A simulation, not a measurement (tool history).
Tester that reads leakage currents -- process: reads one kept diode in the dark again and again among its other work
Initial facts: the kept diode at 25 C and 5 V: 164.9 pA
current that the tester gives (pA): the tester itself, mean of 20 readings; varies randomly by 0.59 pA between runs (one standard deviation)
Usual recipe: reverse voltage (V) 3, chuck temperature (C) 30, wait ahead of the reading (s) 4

run    hour  reverse voltage (V)  chuck temperature (C)  wait ahead of the reading (s)  current that the tester gives (pA)
  1       0                    3                     30                              4                              206.67
  2    48.8                    3                     30                            3.6                              206.46
  3    98.1                    3                     30                              4                              206.16
  4   156.3                    3                     30                              4                              209.14
  5   203.7                    3                     30                              4                              209.61
  6   243.3                    3                     30                              4                              211.29
  7   299.5                    3                     30                              4                              211.93
  8   336.1                    3                     30                              4                               212.2
  9   369.3                    3                     44                              4                              636.95
 10   432.3                    3                     37                              4                              374.29
 11   494.6                    3                     58                              4                             1756.25
 12   522.7                    3                     30                              4                              217.09
 13   564.1                    3                     30                            0.9                              216.28
 14   590.6                 11.3                     39                           1.25                              841.12
 15   652.9                 1.04                     23                           1.25                                73.4
 16   708.9                 2.68                     21                           0.34                              101.29
 17   767.4                19.55                     31                           0.46                              611.91
 18   809.7                19.55                     31                           0.46                              611.32
 19   840.1                13.84                     30                           0.97                              475.48
 20   892.5                 11.6                     30                           0.97                              436.76
 21     923                 2.65                     21                           0.97                              101.46
 22   963.5                 8.06                     55                            0.6                             2372.65
 23   995.2                12.82                     39                           0.75                              927.18
 24  1045.9                 1.62                     40                           3.99                              370.38

Forecast each of these 5 alternatives for the next run:
       1056  -- chuck's temperature calibrated
  A  1089.6                  1.5                     26                              4                                   ?
       1056  -- chuck's temperature calibrated
  B  1089.6                 2.99                     46                           0.86                                   ?
       1056  -- chuck's temperature calibrated
  C  1089.6                 7.25                     26                           0.33                                   ?
       1056  -- chuck's temperature calibrated
  D  1089.6                 3.04                     26                           6.08                                   ?
       1056  -- chuck's temperature calibrated
  E  1089.6                    3                     23                           1.66                                   ?

run  current that the tester gives (pA)
  A                              105.69
  B                               709.3
  C                              235.01
  D                              148.68
  E                              116.58
Without the tool's unlogged condition, the same runs would have read:
run  current that the tester gives (pA)
  A                              101.85
  B                              695.64
  C                              220.05
  D                              141.76
  E                              110.08

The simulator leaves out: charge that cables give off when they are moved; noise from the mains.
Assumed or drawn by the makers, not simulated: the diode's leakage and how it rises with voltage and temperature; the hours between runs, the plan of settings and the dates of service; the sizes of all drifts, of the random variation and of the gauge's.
